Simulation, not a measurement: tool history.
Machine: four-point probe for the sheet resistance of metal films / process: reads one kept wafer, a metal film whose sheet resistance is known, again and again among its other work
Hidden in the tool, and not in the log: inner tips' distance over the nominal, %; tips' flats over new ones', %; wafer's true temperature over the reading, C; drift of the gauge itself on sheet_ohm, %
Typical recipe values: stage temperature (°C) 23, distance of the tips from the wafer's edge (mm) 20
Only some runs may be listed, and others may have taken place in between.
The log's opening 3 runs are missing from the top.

run   hour  stage temperature (°C)  distance of the tips from the wafer's edge (mm)  touches since the probe head was changed  hours of work since the stage's thermometer was calibrated  sheet resistance as the instrument gives it (ohm/square)
  4   71.3                      23                                                6                                     44794                                                        1958                                                  1.038543
  5   91.2                      23                                                6                                     45349                                                        1967                                                  1.038490
  6  120.6                      23                                               53                                     46168                                                        1979                                                  1.032074
     125.0  -- stage's thermometer calibrated
  7  138.7                      23                                                4                                     46659                                                           6                                                  1.046318
  8  178.1                      23                                                4                                     47755                                                          22                                                  1.045831
  9  201.5                      23                                                4                                     48408                                                          32                                                  1.046133
 10  231.2                      21                                               20                                     49236                                                          44                                                  1.030705
 11  269.2                      21                                               20                                     50296                                                          60                                                  1.030271
 12  309.7                      23                                               20                                     51425                                                          77                                                  1.032694
 13  350.8                      23                                               20                                     52568                                                          94                                                  1.032744
 14  392.5                      23                                               20                                     53731                                                         112                                                  1.032847
 15  412.1                      23                                                4                                     54279                                                         120                                                  1.046235
 16  438.2                      23                                                4                                     55005                                                         131                                                  1.046101
 17  467.8                      19                                               20                                     55830                                                         143                                                  1.028161
 18  495.6                      23                                               20                                     56605                                                         155                                                  1.032660
 19  519.6                      23                                                5                                     57274                                                         165                                                  1.041091
 20  556.6                      23                                               18                                     58305                                                         180                                                  1.033077
 21  576.4                      23                                               18                                     58856                                                         189                                                  1.032874
 22  608.5                      23                                                5                                     59753                                                         202                                                  1.041430

Run 23 is up next; what results do you expect?
 23  643.0                      28                                               14                                     60713                                                         216                                                         ?

sheet resistance as the instrument gives it (ohm/square): 1.039009
Were there no unlogged condition in the tool, this run, its random variation unchanged, would have produced sheet resistance as the instrument gives it (ohm/square) 1.038956.

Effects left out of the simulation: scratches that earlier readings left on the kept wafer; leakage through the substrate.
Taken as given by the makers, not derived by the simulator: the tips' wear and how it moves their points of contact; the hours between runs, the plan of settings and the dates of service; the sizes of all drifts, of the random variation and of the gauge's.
